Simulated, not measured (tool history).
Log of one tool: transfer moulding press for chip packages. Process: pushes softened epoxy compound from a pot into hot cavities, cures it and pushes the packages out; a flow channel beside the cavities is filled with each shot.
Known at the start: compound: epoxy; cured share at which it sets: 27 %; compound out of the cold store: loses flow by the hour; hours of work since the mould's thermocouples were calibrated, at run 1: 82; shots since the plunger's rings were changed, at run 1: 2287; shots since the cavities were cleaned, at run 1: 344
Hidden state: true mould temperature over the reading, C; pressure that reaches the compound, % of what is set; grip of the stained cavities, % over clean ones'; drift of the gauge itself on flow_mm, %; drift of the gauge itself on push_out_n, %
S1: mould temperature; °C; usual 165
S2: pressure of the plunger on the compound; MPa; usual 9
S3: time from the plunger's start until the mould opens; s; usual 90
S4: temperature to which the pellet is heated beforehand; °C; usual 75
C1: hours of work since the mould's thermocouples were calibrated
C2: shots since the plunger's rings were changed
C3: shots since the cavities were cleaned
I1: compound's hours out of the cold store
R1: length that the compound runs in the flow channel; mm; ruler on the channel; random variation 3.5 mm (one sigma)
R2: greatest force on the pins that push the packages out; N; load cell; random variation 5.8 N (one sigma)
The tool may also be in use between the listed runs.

| run | hour | S1 | S2 | S3 | S4 | C1 | C2 | C3 | I1 | R1 | R2 |
|---|---|---|---|---|---|---|---|---|---|---|---|
| 1 | 0 | 165 | 9 | 90 | 75 | 82 | 2287 | 344 | 16.7 | 809 | 593 |
| 2 | 5 | 165 | 9 | 90 | 75 | 85 | 2346 | 403 | 29.3 | 762 | 595 |
|  | 11.1 | cavities cleaned with cleaning compound and waxed |
| 3 | 15.2 | 165 | 9 | 90 | 75 | 91 | 2448 | 49 | 16 | 803 | 523 |
| 4 | 24.3 | 165 | 9 | 90 | 75 | 97 | 2555 | 156 | 26.8 | 768 | 554 |
| 5 | 32.9 | 165 | 9 | 90 | 75 | 102 | 2655 | 256 | 16.2 | 797 | 573 |
| 6 | 38.8 | 165 | 9 | 90 | 71 | 106 | 2725 | 326 | 48 | 698 | 579 |
| 7 | 43.5 | 165 | 9 | 90 | 71 | 109 | 2780 | 381 | 38.5 | 728 | 596 |
|  | 50.9 | cavities cleaned with cleaning compound and waxed |
| 8 | 52 | 165 | 9 | 90 | 71 | 113 | 2862 | 12 | 47.2 | 701 | 472 |
|  | 54.9 | mould's thermocouples calibrated |
| 9 | 61.3 | 165 | 9 | 90 | 75 | 4 | 2948 | 98 | 15.5 | 797 | 497 |
| 10 | 65.9 | 165 | 9.75 | 116 | 85 | 7 | 3002 | 152 | 20.8 | 810 | 483 |
| 11 | 70.2 | 165 | 9.75 | 116 | 85 | 10 | 3052 | 202 | 33.5 | 764 | 490 |
| 12 | 76.6 | 165 | 8.46 | 116 | 85 | 14 | 3127 | 277 | 29.7 | 730 | 512 |
| 13 | 86.3 | 165 | 7.87 | 116 | 66 | 20 | 3241 | 391 | 12.8 | 751 | 533 |
|  | 93 | cavities cleaned with cleaning compound and waxed |
| 14 | 93 | 165 | 7.87 | 116 | 66 | 23 | 3302 | 0 | 43.3 | 660 | 454 |
| 15 | 98.1 | 168 | 6.98 | 90 | 84 | 27 | 3362 | 60 | 31.1 | 643 | 486 |

Forecast run 16:
| 16 | 105.8 | 168 | 6.98 | 90 | 84 | 32 | 3452 | 150 | 17.2 | ? | ? |

R1: 682 mm
R2: 511 N
Without the tool's hidden state the same run would have given R1 735 mm, R2 456 N.
